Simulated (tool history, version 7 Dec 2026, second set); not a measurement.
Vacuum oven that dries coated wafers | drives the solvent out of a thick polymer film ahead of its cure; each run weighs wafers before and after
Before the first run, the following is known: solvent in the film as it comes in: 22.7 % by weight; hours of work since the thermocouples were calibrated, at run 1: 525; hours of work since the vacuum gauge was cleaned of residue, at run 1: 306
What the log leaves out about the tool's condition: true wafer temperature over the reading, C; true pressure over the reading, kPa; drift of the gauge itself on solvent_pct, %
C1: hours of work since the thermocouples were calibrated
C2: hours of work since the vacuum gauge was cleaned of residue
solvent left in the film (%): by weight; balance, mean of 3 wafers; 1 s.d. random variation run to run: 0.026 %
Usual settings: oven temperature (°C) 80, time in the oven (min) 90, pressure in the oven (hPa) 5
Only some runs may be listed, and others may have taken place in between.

{"run": 1, "hour": 0.0, "oven temperature (°C)": 80, "time in the oven (min)": 90, "pressure in the oven (hPa)": 5, "C1": 525, "C2": 306, "solvent left in the film (%)": 3.46}
{"run": 2, "hour": 21.4, "oven temperature (°C)": 80, "time in the oven (min)": 114, "pressure in the oven (hPa)": 5, "C1": 534, "C2": 315, "solvent left in the film (%)": 2.3}
{"run": 3, "hour": 35.4, "oven temperature (°C)": 80, "time in the oven (min)": 114, "pressure in the oven (hPa)": 5, "C1": 540, "C2": 321, "solvent left in the film (%)": 2.27}
{"run": 4, "hour": 53.0, "oven temperature (°C)": 80, "time in the oven (min)": 114, "pressure in the oven (hPa)": 5, "C1": 548, "C2": 329, "solvent left in the film (%)": 2.29}
{"run": 5, "hour": 73.1, "oven temperature (°C)": 80, "time in the oven (min)": 114, "pressure in the oven (hPa)": 5, "C1": 556, "C2": 337, "solvent left in the film (%)": 2.31}
{"run": 6, "hour": 101.3, "oven temperature (°C)": 80, "time in the oven (min)": 90, "pressure in the oven (hPa)": 5, "C1": 568, "C2": 349, "solvent left in the film (%)": 3.49}
{"run": 7, "hour": 126.0, "oven temperature (°C)": 80, "time in the oven (min)": 90, "pressure in the oven (hPa)": 5, "C1": 578, "C2": 359, "solvent left in the film (%)": 3.5}
{"run": 8, "hour": 146.3, "oven temperature (°C)": 80, "time in the oven (min)": 90, "pressure in the oven (hPa)": 5, "C1": 587, "C2": 368, "solvent left in the film (%)": 3.52}
{"run": 9, "hour": 168.6, "oven temperature (°C)": 80, "time in the oven (min)": 90, "pressure in the oven (hPa)": 5, "C1": 596, "C2": 377, "solvent left in the film (%)": 3.47}
{"run": 10, "hour": 199.5, "oven temperature (°C)": 80, "time in the oven (min)": 88, "pressure in the oven (hPa)": 5, "C1": 609, "C2": 390, "solvent left in the film (%)": 3.64}
{"run": 11, "hour": 214.9, "oven temperature (°C)": 80, "time in the oven (min)": 72, "pressure in the oven (hPa)": 5, "C1": 616, "C2": 397, "solvent left in the film (%)": 4.82}
{"run": 12, "hour": 245.2, "oven temperature (°C)": 80, "time in the oven (min)": 72, "pressure in the oven (hPa)": 5, "C1": 629, "C2": 410, "solvent left in the film (%)": 4.79}
{"run": 13, "hour": 258.4, "oven temperature (°C)": 80, "time in the oven (min)": 72, "pressure in the oven (hPa)": 5, "C1": 634, "C2": 415, "solvent left in the film (%)": 4.85}
{"run": 14, "hour": 280.9, "oven temperature (°C)": 80, "time in the oven (min)": 90, "pressure in the oven (hPa)": 5, "C1": 644, "C2": 425, "solvent left in the film (%)": 3.47}
{"run": 15, "hour": 299.4, "oven temperature (°C)": 85, "time in the oven (min)": 90, "pressure in the oven (hPa)": 5, "C1": 652, "C2": 432, "solvent left in the film (%)": 2}
{"run": 16, "hour": 328.0, "oven temperature (°C)": 85, "time in the oven (min)": 90, "pressure in the oven (hPa)": 5, "C1": 664, "C2": 444, "solvent left in the film (%)": 2.03}
{"run": 17, "hour": 351.9, "oven temperature (°C)": 85, "time in the oven (min)": 90, "pressure in the oven (hPa)": 5, "C1": 674, "C2": 455, "solvent left in the film (%)": 2.02}
{"run": 18, "hour": 374.8, "oven temperature (°C)": 85, "time in the oven (min)": 90, "pressure in the oven (hPa)": 5, "C1": 683, "C2": 464, "solvent left in the film (%)": 2.02}
{"run": 19, "hour": 388.8, "oven temperature (°C)": 80, "time in the oven (min)": 117, "pressure in the oven (hPa)": 5, "C1": 689, "C2": 470, "solvent left in the film (%)": 2.16}
{"run": 20, "hour": 411.4, "oven temperature (°C)": 80, "time in the oven (min)": 90, "pressure in the oven (hPa)": 5, "C1": 699, "C2": 480, "solvent left in the film (%)": 3.49}
{"run": 21, "hour": 428.7, "oven temperature (°C)": 80, "time in the oven (min)": 90, "pressure in the oven (hPa)": 5, "C1": 706, "C2": 487, "solvent left in the film (%)": 3.48}
{"run": 22, "hour": 449.2, "oven temperature (°C)": 80, "time in the oven (min)": 90, "pressure in the oven (hPa)": 5, "C1": 715, "C2": 496, "solvent left in the film (%)": 3.47}
{"run": 23, "hour": 466.5, "oven temperature (°C)": 79, "time in the oven (min)": 122, "pressure in the oven (hPa)": 3.22, "C1": 722, "C2": 503, "solvent left in the film (%)": 2.18}

Run 24, settings as shown, results not yet in. Your forecast:
{"run": 24, "hour": 481.4, "oven temperature (°C)": 66, "time in the oven (min)": 125, "pressure in the oven (hPa)": 11.72, "C1": 728, "C2": 509, "solvent left in the film (%)": "?"}

{"run 24": {"solvent left in the film (%)": 7.36}}
Had the tool carried no hidden state, the very same run would have given solvent left in the film (%) 7.37.

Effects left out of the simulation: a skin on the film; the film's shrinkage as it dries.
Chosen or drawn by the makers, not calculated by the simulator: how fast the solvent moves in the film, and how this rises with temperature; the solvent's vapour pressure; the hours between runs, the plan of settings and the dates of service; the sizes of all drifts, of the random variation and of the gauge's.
